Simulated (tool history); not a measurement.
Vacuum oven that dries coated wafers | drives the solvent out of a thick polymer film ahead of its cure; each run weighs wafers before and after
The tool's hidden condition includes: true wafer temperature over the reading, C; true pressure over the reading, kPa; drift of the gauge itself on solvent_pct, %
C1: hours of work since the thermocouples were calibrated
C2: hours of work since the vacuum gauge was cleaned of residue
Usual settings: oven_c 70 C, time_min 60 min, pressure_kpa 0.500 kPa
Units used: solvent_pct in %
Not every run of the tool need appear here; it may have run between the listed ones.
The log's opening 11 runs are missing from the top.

run 12 day=4.400 | oven_c=70 time_min=78 pressure_kpa=0.771 | C1=367 C2=76 | solvent_pct=1.02
run 13 day=4.933 | oven_c=70 time_min=78 pressure_kpa=0.771 | C1=373 C2=82 | solvent_pct=1.06
run 14 day=5.221 | oven_c=70 time_min=60 pressure_kpa=0.500 | C1=376 C2=85 | solvent_pct=1.62
run 15 day=5.762 | oven_c=70 time_min=106 pressure_kpa=0.500 | C1=382 C2=91 | solvent_pct=0.51
run 16 day=6.258 | oven_c=70 time_min=106 pressure_kpa=0.500 | C1=388 C2=97 | solvent_pct=0.45
run 17 day=6.721 | oven_c=72 time_min=106 pressure_kpa=0.500 | C1=393 C2=102 | solvent_pct=0.35
run 18 day=7.229 | oven_c=72 time_min=106 pressure_kpa=0.500 | C1=399 C2=108 | solvent_pct=0.35
run 19 day=7.783 | oven_c=72 time_min=106 pressure_kpa=0.500 | C1=405 C2=115 | solvent_pct=0.36
run 20 day=8.342 | oven_c=67 time_min=60 pressure_kpa=0.500 | C1=412 C2=121 | solvent_pct=2.38
run 21 day=8.579 | oven_c=57 time_min=60 pressure_kpa=0.500 | C1=414 C2=124 | solvent_pct=6.52
run 22 day=8.921 | oven_c=70 time_min=60 pressure_kpa=0.500 | C1=418 C2=128 | solvent_pct=1.63
run 23 day=9.454 | oven_c=70 time_min=41 pressure_kpa=0.500 | C1=424 C2=134 | solvent_pct=3.27
run 24 day=9.921 | oven_c=74 time_min=60 pressure_kpa=0.500 | C1=430 C2=139 | solvent_pct=0.85
run 25 day=10.250 | oven_c=77 time_min=56 pressure_kpa=0.467 | C1=434 C2=143 | solvent_pct=0.62
run 26 day=10.500 | oven_c=84 time_min=56 pressure_kpa=0.467 | C1=436 C2=146 | solvent_pct=0.19
run 27 day=11.050 | oven_c=84 time_min=56 pressure_kpa=0.467 | C1=443 C2=152 | solvent_pct=0.21
run 28 day=11.438 | oven_c=84 time_min=56 pressure_kpa=0.467 | C1=447 C2=156 | solvent_pct=0.24
run 29 day=11.821 | oven_c=79 time_min=55 pressure_kpa=0.369 | C1=452 C2=161 | solvent_pct=0.42
run 30 day=12.171 | oven_c=79 time_min=55 pressure_kpa=0.369 | C1=456 C2=165 | solvent_pct=0.39
run 31 day=12.708 | oven_c=79 time_min=91 pressure_kpa=1.295 | C1=462 C2=171 | solvent_pct=0.46
run 32 day=13.229 | oven_c=77 time_min=60 pressure_kpa=0.561 | C1=468 C2=177 | solvent_pct=0.49

For run 33, what comes out?
-- day=13.367 oven's thermocouples calibrated
run 33 day=13.821 | oven_c=77 time_min=47 pressure_kpa=0.927 | C1=5 C2=183 | solvent_pct=?

Run 33 came out at solvent_pct 1.01 %.
Minus the tool's unlogged condition, the same run would have read solvent_pct 1.14 %.

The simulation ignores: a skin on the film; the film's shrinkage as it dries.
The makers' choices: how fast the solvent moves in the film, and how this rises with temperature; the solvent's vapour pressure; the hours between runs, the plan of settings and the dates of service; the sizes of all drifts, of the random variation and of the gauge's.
